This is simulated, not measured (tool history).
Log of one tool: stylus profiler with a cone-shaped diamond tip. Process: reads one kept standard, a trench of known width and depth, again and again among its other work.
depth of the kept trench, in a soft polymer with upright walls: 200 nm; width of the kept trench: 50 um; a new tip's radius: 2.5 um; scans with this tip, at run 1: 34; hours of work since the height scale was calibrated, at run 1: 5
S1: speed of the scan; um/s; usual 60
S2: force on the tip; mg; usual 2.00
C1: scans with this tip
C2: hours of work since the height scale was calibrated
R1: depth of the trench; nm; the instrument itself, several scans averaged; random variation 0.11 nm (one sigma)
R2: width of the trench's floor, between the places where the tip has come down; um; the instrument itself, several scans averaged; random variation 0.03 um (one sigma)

Run 1, hour 0.0: usual settings; C1 34; C2 5. Result: R1 201.32 nm, R2 47.86 um.
Run 2, hour 27.8: usual settings but S1 173 um/s; C1 151; C2 23. Result: R1 201.15 nm, R2 47.57 um.
Run 3, hour 44.1: usual settings but S1 29 um/s; C1 220; C2 34. Result: R1 201.12 nm, R2 47.90 um.
Run 4, hour 64.0: usual settings but S1 29 um/s; C1 304; C2 46. Result: R1 201.23 nm, R2 47.91 um.
Run 5, hour 92.3: usual settings but S1 29 um/s, S2 0.96 mg; C1 424; C2 65. Result: R1 200.78 nm, R2 47.86 um.
Run 6, hour 121.6: usual settings; C1 547; C2 84. Result: R1 201.09 nm, R2 47.84 um.
Run 7, hour 142.5: usual settings; C1 636; C2 97. Result: R1 201.11 nm, R2 47.84 um.
At hour 144.9: height scale calibrated on a step standard.
Run 8, hour 164.0: usual settings; C1 724; C2 12. Result: R1 201.15 nm, R2 47.80 um.
Run 9, hour 181.0: usual settings; C1 796; C2 23. Result: R1 201.08 nm, R2 47.82 um.
Run 10, hour 207.5: usual settings; C1 908; C2 40. Result: R1 200.91 nm, R2 47.77 um.
Run 11, hour 224.6: usual settings but S2 0.76 mg; C1 980; C2 52. Result: R1 200.44 nm, R2 47.70 um.
Run 12, hour 251.2: usual settings but S2 0.76 mg; C1 1092; C2 69. Result: R1 200.33 nm, R2 47.69 um.
Run 13, hour 263.9: usual settings but S2 1.57 mg; C1 1146; C2 77. Result: R1 201.05 nm, R2 47.79 um.
Run 14, hour 285.7: usual settings but S1 117 um/s, S2 1.01 mg; C1 1238; C2 91. Result: R1 200.56 nm, R2 47.45 um.
Run 15, hour 300.9: usual settings but S1 66 um/s, S2 2.52 mg; C1 1302; C2 101. Result: R1 201.48 nm, R2 47.78 um.
At hour 312.4: height scale calibrated on a step standard, once more.
Run 16, hour 314.2: usual settings but S1 18 um/s; C1 1356; C2 1. Result: R1 201.01 nm, R2 47.84 um.
Run 17, hour 341.2: usual settings but S1 201 um/s; C1 1470; C2 19. Result: R1 201.19 nm, R2 47.41 um.
Run 18, hour 361.4: usual settings but S2 3.86 mg; C1 1556; C2 32. Result: R1 201.69 nm, R2 47.80 um.
Run 19, hour 386.0: usual settings but S1 18 um/s, S2 2.18 mg; C1 1660; C2 48. Result: R1 201.20 nm, R2 47.82 um.
Run 20, hour 403.1: usual settings but S1 23 um/s, S2 3.18 mg; C1 1732; C2 59. Result: R1 201.47 nm, R2 47.80 um.
Run 21, hour 424.1: usual settings but S1 31 um/s, S2 1.61 mg; C1 1821; C2 72. Result: R1 200.79 nm, R2 47.77 um.
Run 22, hour 454.1: usual settings but S1 31 um/s, S2 1.61 mg; C1 1947; C2 92. Result: R1 200.90 nm, R2 47.79 um.
Run 23, hour 478.5: usual settings but S1 65 um/s, S2 3.26 mg; C1 2050; C2 107. Result: R1 201.31 nm, R2 47.72 um.
Run 24, hour 500.6: usual settings but S1 65 um/s, S2 3.47 mg; C1 2143; C2 122. Result: R1 201.57 nm, R2 47.78 um.

Forecast each of these 3 alternatives for the next run:
Run A, hour 530.6: usual settings but S1 16 um/s, S2 3.47 mg; C1 2270; C2 141. Result: R1 ?, R2 ?.
Run B, hour 530.6: usual settings but S1 65 um/s, S2 4.00 mg; C1 2270; C2 141. Result: R1 ?, R2 ?.
Run C, hour 530.6: usual settings but S1 65 um/s, S2 1.63 mg; C1 2270; C2 141. Result: R1 ?, R2 ?.

run      R1     R2
  A  201.51  47.80
  B  201.61  47.79
  C  200.85  47.63
Without the tool's hidden state the same runs would have given:
run      R1     R2
  A  201.65  47.99
  B  201.75  47.97
  C  200.98  47.82
